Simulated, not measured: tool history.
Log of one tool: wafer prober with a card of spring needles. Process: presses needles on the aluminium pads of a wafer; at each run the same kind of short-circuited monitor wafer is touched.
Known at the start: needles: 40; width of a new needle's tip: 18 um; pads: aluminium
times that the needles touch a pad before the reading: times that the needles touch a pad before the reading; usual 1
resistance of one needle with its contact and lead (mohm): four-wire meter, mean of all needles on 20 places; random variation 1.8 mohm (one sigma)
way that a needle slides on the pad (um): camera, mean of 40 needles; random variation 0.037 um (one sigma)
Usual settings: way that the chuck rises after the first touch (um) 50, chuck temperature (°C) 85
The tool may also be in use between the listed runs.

| run | hour | way that the chuck rises after the first touch (um) | chuck temperature (°C) | times that the needles touch a pad before the reading | resistance of one needle with its contact and lead (mohm) | way that a needle slides on the pad (um) |
|---|---|---|---|---|---|---|
| 1 | 0.0 | 50 | 85 | 1 | 233 | 11.03 |
|  | 4.5 | tips cleaned on abrasive film |
|  | 25.5 | tips cleaned on abrasive film |
|  | 43.1 | tips cleaned on abrasive film |
| 2 | 50.5 | 50 | 85 | 1 | 228 | 10.96 |
|  | 63.7 | tips cleaned on abrasive film |
|  | 85.5 | tips cleaned on abrasive film |
|  | 107.5 | tips cleaned on abrasive film |
| 3 | 109.5 | 50 | 85 | 1 | 207 | 10.86 |
|  | 127.1 | tips cleaned on abrasive film |
|  | 148.6 | tips cleaned on abrasive film |
|  | 169.2 | tips cleaned on abrasive film |
| 4 | 169.3 | 50 | 85 | 1 | 200 | 10.83 |
|  | 186.9 | tips cleaned on abrasive film |
|  | 208.4 | tips cleaned on abrasive film |
| 5 | 215.5 | 50 | 85 | 1 | 227 | 10.80 |
|  | 228.8 | tips cleaned on abrasive film |
|  | 245.8 | height of the first contact set anew |
|  | 250.3 | tips cleaned on abrasive film |
|  | 271.8 | tips cleaned on abrasive film |
|  | 293.3 | tips cleaned on abrasive film |
| 6 | 298.0 | 50 | 85 | 1 | 210 | 10.88 |
|  | 311.3 | tips cleaned on abrasive film |
|  | 332.6 | tips cleaned on abrasive film |
| 7 | 344.3 | 50 | 85 | 1 | 236 | 10.81 |
|  | 353.1 | tips cleaned on abrasive film |
|  | 374.6 | tips cleaned on abrasive film |
|  | 395.2 | tips cleaned on abrasive film |
| 8 | 402.0 | 50 | 85 | 1 | 222 | 10.87 |
|  | 415.0 | tips cleaned on abrasive film |
|  | 436.6 | tips cleaned on abrasive film |
|  | 458.6 | tips cleaned on abrasive film |
|  | 480.7 | tips cleaned on abrasive film |
| 9 | 486.9 | 50 | 85 | 2 | 210 | 10.75 |
|  | 502.3 | tips cleaned on abrasive film |
|  | 502.6 | height of the first contact set anew |
|  | 520.3 | tips cleaned on abrasive film |
| 10 | 532.3 | 32 | 85 | 1 | 292 | 6.99 |
|  | 541.2 | tips cleaned on abrasive film |
|  | 563.0 | tips cleaned on abrasive film |
|  | 585.0 | tips cleaned on abrasive film |
|  | 605.8 | tips cleaned on abrasive film |
| 11 | 610.9 | 50 | 37 | 1 | 216 | 10.93 |
|  | 624.2 | tips cleaned on abrasive film |
|  | 646.2 | tips cleaned on abrasive film |
| 12 | 648.6 | 50 | 25 | 1 | 200 | 10.81 |
|  | 666.2 | tips cleaned on abrasive film |
|  | 686.4 | tips cleaned on abrasive film |
| 13 | 686.4 | 50 | 80 | 1 | 196 | 10.83 |
|  | 708.5 | tips cleaned on abrasive film |
|  | 730.2 | tips cleaned on abrasive film |
|  | 751.2 | tips cleaned on abrasive film |
| 14 | 751.2 | 50 | 85 | 1 | 198 | 10.78 |
|  | 760.3 | height of the first contact set anew |
|  | 772.3 | tips cleaned on abrasive film |
|  | 794.4 | tips cleaned on abrasive film |
| 15 | 795.7 | 43 | 85 | 1 | 204 | 9.45 |
|  | 813.4 | tips cleaned on abrasive film |
|  | 834.5 | tips cleaned on abrasive film |
|  | 855.8 | tips cleaned on abrasive film |
| 16 | 868.0 | 32 | 85 | 1 | 308 | 6.93 |
|  | 876.9 | tips cleaned on abrasive film |
|  | 898.2 | tips cleaned on abrasive film |
| 17 | 902.7 | 63 | 85 | 2 | 201 | 13.73 |
|  | 918.4 | tips cleaned on abrasive film |
|  | 937.3 | tips cleaned on abrasive film |
| 18 | 937.3 | 32 | 85 | 2 | 203 | 6.84 |
|  | 957.7 | tips cleaned on abrasive film |
|  | 978.9 | tips cleaned on abrasive film |
|  | 1000.9 | tips cleaned on abrasive film |
| 19 | 1001.5 | 50 | 31 | 3 | 184 | 10.70 |
|  | 1018.4 | height of the first contact set anew |
|  | 1022.9 | tips cleaned on abrasive film |
|  | 1043.6 | tips cleaned on abrasive film |
| 20 | 1060.4 | 52 | 41 | 1 | 232 | 11.43 |
|  | 1064.9 | tips cleaned on abrasive film |
|  | 1086.1 | tips cleaned on abrasive film |
|  | 1107.5 | tips cleaned on abrasive film |
|  | 1128.8 | tips cleaned on abrasive film |
| 21 | 1143.0 | 56 | 95 | 1 | 239 | 12.22 |

Forecast run 22:
|  | 1146.8 | tips cleaned on abrasive film |
|  | 1168.9 | tips cleaned on abrasive film |
|  | 1188.8 | tips cleaned on abrasive film |
| 22 | 1188.8 | 30 | 83 | 2 | ? | ? |

Run 22 gave resistance of one needle with its contact and lead (mohm) 207, way that a needle slides on the pad (um) 6.40.
Without the tool's hidden state the same run would have given resistance of one needle with its contact and lead (mohm) 194, way that a needle slides on the pad (um) 6.57.

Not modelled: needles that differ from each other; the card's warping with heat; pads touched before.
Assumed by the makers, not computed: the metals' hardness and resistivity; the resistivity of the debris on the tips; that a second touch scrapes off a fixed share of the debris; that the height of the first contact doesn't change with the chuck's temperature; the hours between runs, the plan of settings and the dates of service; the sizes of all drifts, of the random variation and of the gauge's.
